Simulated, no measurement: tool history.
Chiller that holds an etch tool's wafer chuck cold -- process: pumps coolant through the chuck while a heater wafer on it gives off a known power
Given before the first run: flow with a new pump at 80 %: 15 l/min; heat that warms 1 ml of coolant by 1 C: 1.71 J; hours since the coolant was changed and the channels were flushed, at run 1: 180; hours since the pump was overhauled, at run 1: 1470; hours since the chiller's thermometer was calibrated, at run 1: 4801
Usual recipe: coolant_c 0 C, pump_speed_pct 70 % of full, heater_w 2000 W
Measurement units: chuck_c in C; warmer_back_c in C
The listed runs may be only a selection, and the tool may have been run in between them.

run,hour,coolant_c,pump_speed_pct,heater_w,hours since the coolant was changed and the channels were flushed,hours since the pump was overhauled,hours since the chiller's thermometer was calibrated,chuck_c,warmer_back_c
1,0,0,70,2000,180,1470,4801,26.5,5.49
2,15.3,0,60,2000,195,1486,4816,30.9,6.57
3,37.2,0,70,2000,217,1508,4838,26.6,5.45
4,66.7,0,70,2000,246,1537,4868,26.6,5.5
5,84.3,6,70,2000,264,1555,4885,32.6,5.53
# hour 87.3: chiller's thermometer calibrated
6,105.9,0,70,2000,285,1575,19,26.7,5.51
7,132.6,-5,70,2000,311,1602,45,21.8,5.51
8,145.9,3,64,2000,325,1615,59,32,6.09
9,160.1,3,64,2000,339,1629,73,32.2,6.16
10,181.2,4,64,2000,360,1651,94,33.3,6.07
11,202.6,-4,86,1025,381,1672,115,7.1,2.22
12,229.1,-4,86,1025,408,1698,142,7.2,2.22
# hour 240: chiller's thermometer calibrated, once more
13,244.5,-7,86,1188,422,1713,5,5.9,2.63

Consider 4 possible next runs. They are alternatives, not a sequence: every one starts from the tool as it was left by run 13. What does each give?
A,259.2,5,63,1684,437,1727,19,?,?
B,259.2,-7,90,1188,437,1727,19,?,?
C,259.2,-7,86,1512,437,1727,19,?,?
D,259.2,0,87,1945,437,1727,19,?,?

run,chuck_c,warmer_back_c
A,30.1,5.28
B,5.4,2.47
C,9.5,3.26
D,21.3,4.16
With the hidden condition removed and each run's random variation left untouched, the same runs would have given:
run,chuck_c,warmer_back_c
A,29.6,5.2
B,5.2,2.43
C,9.2,3.21
D,20.9,4.1

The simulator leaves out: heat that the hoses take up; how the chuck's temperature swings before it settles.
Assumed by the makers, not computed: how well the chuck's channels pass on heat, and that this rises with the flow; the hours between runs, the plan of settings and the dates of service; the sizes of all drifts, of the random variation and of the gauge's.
